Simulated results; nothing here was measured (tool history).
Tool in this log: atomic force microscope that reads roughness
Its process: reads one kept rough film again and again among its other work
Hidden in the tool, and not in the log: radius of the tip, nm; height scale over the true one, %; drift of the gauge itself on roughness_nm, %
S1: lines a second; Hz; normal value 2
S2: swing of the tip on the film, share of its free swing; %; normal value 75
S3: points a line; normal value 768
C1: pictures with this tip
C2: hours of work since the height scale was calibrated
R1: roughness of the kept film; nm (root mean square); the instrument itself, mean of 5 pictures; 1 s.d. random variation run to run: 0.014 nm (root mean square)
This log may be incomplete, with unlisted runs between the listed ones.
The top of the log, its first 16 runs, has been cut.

| run | hour | S1 | S2 | S3 | C1 | C2 | R1 |
|---|---|---|---|---|---|---|---|
|  | 628.1 | new tip fitted |
| 17 | 651.6 | 2 | 75 | 768 | 39 | 1173 | 3.082 |
| 18 | 696.8 | 1.39 | 82 | 687 | 115 | 1204 | 2.739 |
| 19 | 740.8 | 0.95 | 74 | 365 | 189 | 1234 | 2.506 |
| 20 | 790.7 | 2.94 | 64 | 728 | 273 | 1268 | 2.262 |
| 21 | 816.8 | 0.62 | 78 | 424 | 317 | 1286 | 2.181 |
|  | 835.1 | new tip fitted |
| 22 | 850.1 | 0.8 | 78 | 424 | 25 | 1308 | 3.169 |
| 23 | 905.7 | 0.8 | 56 | 837 | 119 | 1346 | 2.822 |
| 24 | 963.4 | 0.8 | 56 | 837 | 216 | 1385 | 2.495 |
| 25 | 993.9 | 0.8 | 56 | 837 | 267 | 1406 | 2.358 |
| 26 | 1031.7 | 0.83 | 80 | 403 | 330 | 1432 | 2.124 |
|  | 1046 | new tip fitted |
| 27 | 1087.7 | 0.83 | 80 | 403 | 70 | 1469 | 2.97 |
| 28 | 1119.5 | 0.89 | 72 | 403 | 124 | 1491 | 2.768 |
| 29 | 1146.2 | 2.09 | 81 | 403 | 168 | 1509 | 2.488 |
| 30 | 1182 | 0.71 | 75 | 768 | 228 | 1534 | 2.459 |
| 31 | 1231.4 | 0.71 | 75 | 768 | 311 | 1567 | 2.228 |
|  | 1252.6 | new tip fitted |
| 32 | 1268.3 | 2.74 | 75 | 667 | 26 | 1592 | 3.082 |

Forecast each of these 5 alternatives for the next run:
| A | 1298 | 3.15 | 66 | 667 | 76 | 1612 | ? |
| B | 1298 | 2.74 | 59 | 667 | 76 | 1612 | ? |
| C | 1298 | 2.74 | 56 | 1023 | 76 | 1612 | ? |
| D | 1298 | 2.23 | 90 | 318 | 76 | 1612 | ? |
| E | 1298 | 0.68 | 75 | 855 | 76 | 1612 | ? |

| run | R1 |
|---|---|
| A | 2.915 |
| B | 2.942 |
| C | 2.988 |
| D | 2.656 |
| E | 2.967 |
Take away the tool's hidden state, keep each run's random variation, and the runs would have read:
| run | R1 |
|---|---|
| A | 3.27 |
| B | 3.301 |
| C | 3.352 |
| D | 2.98 |
| E | 3.329 |
